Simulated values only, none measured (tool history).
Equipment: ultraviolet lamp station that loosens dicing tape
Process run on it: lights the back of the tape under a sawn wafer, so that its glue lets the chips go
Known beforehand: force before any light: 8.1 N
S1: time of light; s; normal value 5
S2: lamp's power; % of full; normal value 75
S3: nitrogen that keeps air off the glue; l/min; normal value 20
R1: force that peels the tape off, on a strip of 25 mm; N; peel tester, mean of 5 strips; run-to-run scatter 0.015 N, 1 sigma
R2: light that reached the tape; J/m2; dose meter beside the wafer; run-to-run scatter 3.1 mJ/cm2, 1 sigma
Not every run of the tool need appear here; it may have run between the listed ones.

| run | hour | S1 | S2 | S3 | R1 | R2 |
|---|---|---|---|---|---|---|
| 1 | 0.0 | 5 | 75 | 20 | 0.679 | 4660 |
| 2 | 19.5 | 5 | 75 | 20 | 0.689 | 4670 |
| 3 | 40.0 | 5 | 75 | 20 | 0.698 | 4690 |
| 4 | 55.0 | 5 | 75 | 20 | 0.687 | 4700 |
| 5 | 72.6 | 5 | 75 | 20 | 0.672 | 4680 |
| 6 | 82.4 | 5 | 75 | 20 | 0.668 | 4720 |
| 7 | 106.2 | 5 | 75 | 20 | 0.724 | 4700 |
| 8 | 119.4 | 5 | 75 | 20 | 0.690 | 4670 |
| 9 | 130.8 | 5 | 75 | 20 | 0.729 | 4720 |
| 10 | 149.5 | 5 | 75 | 20 | 0.693 | 4710 |
| 11 | 161.0 | 5 | 75 | 29 | 0.616 | 4680 |
| 12 | 174.4 | 5 | 75 | 20 | 0.704 | 4660 |
| 13 | 191.9 | 5 | 75 | 20 | 0.694 | 4710 |
| 14 | 209.3 | 5 | 86 | 20 | 0.526 | 5410 |
| 15 | 228.2 | 5 | 86 | 20 | 0.509 | 5410 |
| 16 | 238.5 | 5 | 75 | 13 | 0.836 | 4720 |
| 17 | 257.8 | 5 | 75 | 13 | 0.813 | 4690 |
| 18 | 274.0 | 5 | 75 | 13 | 0.844 | 4690 |
| 19 | 294.8 | 5 | 75 | 8 | 1.057 | 4680 |
| 20 | 314.8 | 5 | 75 | 8 | 1.018 | 4740 |
| 21 | 326.6 | 5 | 75 | 15 | 0.786 | 4670 |
| 22 | 341.4 | 5 | 75 | 15 | 0.774 | 4660 |
|  | 353.2 | window cleaned of glue's vapour |
| 23 | 364.7 | 2 | 75 | 18 | 2.887 | 1900 |
| 24 | 386.0 | 2 | 75 | 18 | 3.028 | 1890 |
| 25 | 409.1 | 6 | 74 | 10 | 0.657 | 5600 |
| 26 | 421.0 | 2 | 74 | 24 | 2.879 | 1830 |
| 27 | 439.0 | 2 | 81 | 29 | 2.546 | 2030 |
| 28 | 462.7 | 3 | 93 | 8 | 1.746 | 3440 |
| 29 | 473.3 | 2 | 65 | 12 | 3.614 | 1630 |
| 30 | 494.1 | 2 | 65 | 12 | 3.487 | 1590 |
| 31 | 515.7 | 7 | 85 | 11 | 0.315 | 7500 |
| 32 | 533.6 | 7 | 85 | 11 | 0.334 | 7450 |
| 33 | 547.8 | 7 | 85 | 11 | 0.332 | 7410 |
| 34 | 570.4 | 7 | 63 | 11 | 0.633 | 5550 |
| 35 | 585.0 | 7 | 63 | 11 | 0.641 | 5550 |
| 36 | 602.6 | 7 | 63 | 11 | 0.609 | 5510 |
| 37 | 618.5 | 5 | 71 | 20 | 0.773 | 4490 |
| 38 | 636.6 | 5 | 90 | 10 | 0.647 | 5640 |
| 39 | 659.7 | 5 | 79 | 13 | 0.754 | 4940 |
| 40 | 676.8 | 5 | 92 | 13 | 0.528 | 5730 |
| 41 | 687.8 | 10 | 92 | 33 | 0.142 | 11460 |
| 42 | 697.8 | 2 | 61 | 33 | 3.291 | 1530 |
| 43 | 710.0 | 2 | 61 | 33 | 3.246 | 1520 |
| 44 | 729.8 | 4 | 75 | 6 | 1.746 | 3790 |

Each row is a separate what-if for the run after 44, all from the same tool condition, not one after another. Results?
| A | 742.1 | 5 | 79 | 20 | ? | ? |
| B | 742.1 | 10 | 66 | 25 | ? | ? |
| C | 742.1 | 5 | 75 | 9 | ? | ? |

| run | R1 | R2 |
|---|---|---|
| A | 0.598 | 4900 |
| B | 0.216 | 8220 |
| C | 0.982 | 4710 |
With the hidden condition removed and each run's random variation left untouched, the same runs would have given:
| run | R1 | R2 |
|---|---|---|
| A | 0.596 | 4910 |
| B | 0.215 | 8230 |
| C | 0.978 | 4710 |
